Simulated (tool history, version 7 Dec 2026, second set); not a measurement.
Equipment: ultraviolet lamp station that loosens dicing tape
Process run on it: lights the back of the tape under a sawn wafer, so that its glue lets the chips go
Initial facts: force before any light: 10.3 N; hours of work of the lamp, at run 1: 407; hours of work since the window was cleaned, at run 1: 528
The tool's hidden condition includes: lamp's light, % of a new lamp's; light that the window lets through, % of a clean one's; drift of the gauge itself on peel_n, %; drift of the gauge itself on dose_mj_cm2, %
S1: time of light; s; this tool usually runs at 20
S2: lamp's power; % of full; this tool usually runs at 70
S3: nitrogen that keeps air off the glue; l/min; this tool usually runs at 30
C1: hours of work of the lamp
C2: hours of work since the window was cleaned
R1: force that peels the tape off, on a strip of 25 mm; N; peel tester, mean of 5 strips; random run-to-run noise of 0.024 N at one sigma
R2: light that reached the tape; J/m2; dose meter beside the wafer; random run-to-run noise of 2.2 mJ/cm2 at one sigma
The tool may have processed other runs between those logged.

run   hour  S1  S2  S3   C1   C2     R1    R2
  1    0.0  20  70  30  407  528  1.747  1450
      20.7  -- window cleaned of glue's vapour
  2   31.3  20  68  30  426    7  1.561  1560
  3   49.0  20  68  30  437   18  1.543  1550
  4   71.8  20  70  30  452   32  1.515  1570
  5  106.6  20  70  30  474   54  1.499  1530
  6  138.0  20  70  22  493   74  1.769  1490
  7  153.1  20  70  22  503   83  1.707  1530
  8  176.8  13  70  30  518   98  2.950   990
  9  202.5  20  70  46  534  114  1.429  1540
 10  238.3  28  61  34  556  137  1.085  1850
 11  267.6  28  61  55  575  155  0.971  1820
 12  285.2  16  95  30  586  166  1.458  1560
 13  321.5  20  70  17  609  189  2.072  1480
 14  344.6  28  61  30  623  203  1.232  1780
 15  362.5  16  70  13  634  215  3.049  1170
 16  387.1  16  70  13  650  230  3.179  1160
 17  407.5  16  70  13  662  243  3.151  1160

Branching from run 17: 4 alternative next runs. What would each branch give?
  A  422.3  17  61  24  672  252   ?   ?
  B  422.3  35  70  45  672  252   ?   ?
  C  422.3  18  96  11  672  252   ?   ?
  D  422.3  16  79  39  672  252   ?   ?

run     R1    R2
  A  2.934  1050
  B  0.540  2490
  C  1.821  1740
  D  1.990  1250
Without the tool's unlogged condition, the same runs would have read:
run     R1    R2
  A  2.133  1320
  B  0.346  3160
  C  1.203  2200
  D  1.333  1590

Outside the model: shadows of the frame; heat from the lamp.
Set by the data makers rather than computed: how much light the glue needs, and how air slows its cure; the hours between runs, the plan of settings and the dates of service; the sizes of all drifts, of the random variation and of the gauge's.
